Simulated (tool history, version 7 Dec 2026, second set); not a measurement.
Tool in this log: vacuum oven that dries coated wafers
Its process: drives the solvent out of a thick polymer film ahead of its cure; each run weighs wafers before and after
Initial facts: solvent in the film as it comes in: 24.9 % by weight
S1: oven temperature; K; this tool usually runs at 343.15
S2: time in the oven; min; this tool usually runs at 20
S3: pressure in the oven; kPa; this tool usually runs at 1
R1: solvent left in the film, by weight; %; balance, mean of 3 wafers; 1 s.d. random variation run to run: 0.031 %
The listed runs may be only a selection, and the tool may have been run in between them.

{"run": 1, "day": 0.0, "S1": 343.15, "S2": 20, "S3": 1, "R1": 1.91}
{"run": 2, "day": 0.446, "S1": 343.15, "S2": 20, "S3": 1, "R1": 1.82}
{"run": 3, "day": 0.912, "S1": 343.15, "S2": 20, "S3": 1, "R1": 1.88}
{"run": 4, "day": 1.262, "S1": 343.15, "S2": 13, "S3": 1, "R1": 3.64}
{"run": 5, "day": 1.554, "S1": 343.15, "S2": 13, "S3": 1, "R1": 3.72}
{"run": 6, "day": 1.904, "S1": 343.15, "S2": 13, "S3": 1, "R1": 3.79}
{"run": 7, "day": 2.233, "S1": 349.15, "S2": 20, "S3": 1, "R1": 1.01}
{"run": 8, "day": 2.454, "S1": 349.15, "S2": 20, "S3": 1, "R1": 1.03}
{"run": 9, "day": 2.817, "S1": 329.15, "S2": 20, "S3": 1, "R1": 6.81}
{"run": 10, "day": 3.188, "S1": 329.15, "S2": 20, "S3": 1, "R1": 6.85}
{"run": 11, "day": 3.504, "S1": 329.15, "S2": 20, "S3": 1, "R1": 6.9}
{"run": 12, "day": 3.958, "S1": 329.15, "S2": 20, "S3": 1, "R1": 6.88}
{"run": 13, "day": 4.233, "S1": 329.15, "S2": 20, "S3": 1, "R1": 6.8}
{"run": 14, "day": 4.467, "S1": 329.15, "S2": 20, "S3": 1, "R1": 6.92}
{"run": 15, "day": 4.771, "S1": 329.15, "S2": 20, "S3": 1, "R1": 6.89}
{"run": 16, "day": 5.242, "S1": 329.15, "S2": 20, "S3": 1, "R1": 6.89}
{"run": 17, "day": 5.521, "S1": 329.15, "S2": 20, "S3": 1, "R1": 6.87}
{"run": 18, "day": 5.925, "S1": 329.15, "S2": 20, "S3": 1, "R1": 6.99}
{"run": 19, "day": 6.321, "S1": 343.15, "S2": 20, "S3": 1, "R1": 1.93}
{"run": 20, "day": 6.525, "S1": 343.15, "S2": 20, "S3": 1, "R1": 1.91}
{"run": 21, "day": 6.846, "S1": 343.15, "S2": 20, "S3": 1, "R1": 1.98}
{"run": 22, "day": 7.088, "S1": 343.15, "S2": 20, "S3": 1, "R1": 1.84}
{"run": 23, "day": 7.296, "S1": 343.15, "S2": 20, "S3": 1, "R1": 1.91}
{"run": 24, "day": 7.712, "S1": 341.15, "S2": 23, "S3": 1, "R1": 1.94}
{"run": 25, "day": 8.142, "S1": 341.15, "S2": 23, "S3": 1, "R1": 1.96}
{"run": 26, "day": 8.442, "S1": 331.15, "S2": 22, "S3": 0.51, "R1": 4.85}
{"run": 27, "day": 8.717, "S1": 343.15, "S2": 11, "S3": 1, "R1": 4.84}
{"run": 28, "day": 8.979, "S1": 335.15, "S2": 22, "S3": 0.9, "R1": 3.68}
{"run": 29, "day": 9.296, "S1": 335.15, "S2": 22, "S3": 0.9, "R1": 3.66}
{"run": 30, "day": 9.55, "S1": 335.15, "S2": 20, "S3": 0.89, "R1": 4.23}
{"run": 31, "day": 9.838, "S1": 356.15, "S2": 18, "S3": 0.79, "R1": 0.54}
{"run": 32, "day": 10.167, "S1": 331.15, "S2": 20, "S3": 1.99, "R1": 7.19}
{"run": 33, "day": 10.508, "S1": 343.15, "S2": 27, "S3": 1, "R1": 1.26}
{"run": 34, "day": 10.792, "S1": 351.15, "S2": 27, "S3": 1.62, "R1": 1.07}
{"run": 35, "day": 11.033, "S1": 336.15, "S2": 20, "S3": 1, "R1": 4.01}
{"run": 36, "day": 11.375, "S1": 336.15, "S2": 20, "S3": 1, "R1": 3.91}
{"run": 37, "day": 11.592, "S1": 334.15, "S2": 14, "S3": 1.31, "R1": 7.33}
{"run": 38, "day": 11.996, "S1": 343.15, "S2": 16, "S3": 1, "R1": 2.83}
{"run": 39, "day": 12.346, "S1": 343.15, "S2": 16, "S3": 1, "R1": 2.77}
{"run": 40, "day": 12.812, "S1": 338.15, "S2": 14, "S3": 1, "R1": 5.39}
{"run": 41, "day": 13.062, "S1": 346.15, "S2": 33, "S3": 0.86, "R1": 0.76}
{"run": 42, "day": 13.417, "S1": 331.15, "S2": 33, "S3": 1.28, "R1": 3.72}
{"run": 43, "day": 13.792, "S1": 332.15, "S2": 17, "S3": 0.9, "R1": 6.59}
{"run": 44, "day": 14.225, "S1": 332.15, "S2": 13, "S3": 1.3, "R1": 8.78}
{"run": 45, "day": 14.642, "S1": 337.15, "S2": 30, "S3": 0.54, "R1": 1.65}
{"run": 46, "day": 15.117, "S1": 337.15, "S2": 30, "S3": 0.54, "R1": 1.63}

Forecast each of these 5 alternatives for the next run:
{"run": "A", "day": 15.388, "S1": 342.15, "S2": 10, "S3": 1, "R1": "?"}
{"run": "B", "day": 15.388, "S1": 356.15, "S2": 11, "S3": 3.14, "R1": "?"}
{"run": "C", "day": 15.388, "S1": 339.15, "S2": 13, "S3": 1.54, "R1": "?"}
{"run": "D", "day": 15.388, "S1": 343.15, "S2": 15, "S3": 1, "R1": "?"}
{"run": "E", "day": 15.388, "S1": 343.15, "S2": 26, "S3": 0.54, "R1": "?"}

run=A R1=5.87
run=B R1=2.25
run=C R1=5.88
run=D R1=3.15
run=E R1=0.98
Take away the tool's hidden state, keep each run's random variation, and the runs would have read:
run=A R1=5.48
run=B R1=2.07
run=C R1=5.47
run=D R1=2.83
run=E R1=0.79
